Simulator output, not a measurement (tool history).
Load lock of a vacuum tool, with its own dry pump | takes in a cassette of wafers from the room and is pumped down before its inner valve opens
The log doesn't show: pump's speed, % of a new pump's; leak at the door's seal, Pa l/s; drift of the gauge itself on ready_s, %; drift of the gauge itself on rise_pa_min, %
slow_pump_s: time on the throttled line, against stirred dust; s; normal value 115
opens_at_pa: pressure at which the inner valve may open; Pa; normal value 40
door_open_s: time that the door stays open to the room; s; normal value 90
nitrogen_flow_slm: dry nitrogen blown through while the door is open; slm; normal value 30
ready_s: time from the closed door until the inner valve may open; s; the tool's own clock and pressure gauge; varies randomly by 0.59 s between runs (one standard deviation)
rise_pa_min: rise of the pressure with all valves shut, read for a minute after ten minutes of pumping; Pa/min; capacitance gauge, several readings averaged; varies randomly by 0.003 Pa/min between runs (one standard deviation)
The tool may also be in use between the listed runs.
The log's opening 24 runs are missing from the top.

run	day	slow_pump_s	opens_at_pa	door_open_s	nitrogen_flow_slm	hours that the pump has run since its overhaul	times that the door has closed on its seal	incoming humidity of the room's air, %	ready_s	rise_pa_min
25	341.862	160	64	233	5	13681	20788	44.6	203.5	0.138
26	356.042	160	64	233	5	14021	21281	44.4	201.4	0.139
27	374.404	160	64	233	5	14462	21919	42.5	203.1	0.141
28	393.267	92	28	90	30	14915	22575	44.9	148.3	0.118
29	405.279	202	72	79	30	15203	22992	47.1	239.2	0.121
# day 415.942: dry pump taken out, an overhauled one fitted
30	419.575	202	72	79	30	87	23480	44.2	232.3	0.127
31	429.038	202	72	79	30	314	23809	44.3	233.7	0.131
32	440.492	73	72	79	30	589	24207	48.3	114.7	0.136
33	460.808	73	72	79	30	1077	24913	47.6	114.9	0.138
34	479.546	136	74	25	5	1527	25564	45.9	173.7	0.145
35	499.192	136	74	25	5	1998	26247	44.7	173.5	0.153
36	512.933	136	74	25	5	2328	26725	43.8	173.4	0.16
37	525.196	136	74	79	6	2622	27151	43.4	173.9	0.17

Alternative continuations, all from the tool just after run 37; predict every row:
A	541.583	133	51	79	19	3015	27720	40.9	?	?
B	541.583	136	65	204	5	3015	27720	46.7	?	?
C	541.583	136	74	216	6	3015	27720	43.4	?	?
D	541.583	107	74	50	14	3015	27720	47.6	?	?

run	ready_s	rise_pa_min
A	175.2	0.172
B	175	0.19
C	172.9	0.187
D	147.4	0.168
Take away the tool's hidden state, keep each run's random variation, and the runs would have read:
run	ready_s	rise_pa_min
A	174.1	0.021
B	173.9	0.045
C	171.8	0.041
D	146.3	0.022

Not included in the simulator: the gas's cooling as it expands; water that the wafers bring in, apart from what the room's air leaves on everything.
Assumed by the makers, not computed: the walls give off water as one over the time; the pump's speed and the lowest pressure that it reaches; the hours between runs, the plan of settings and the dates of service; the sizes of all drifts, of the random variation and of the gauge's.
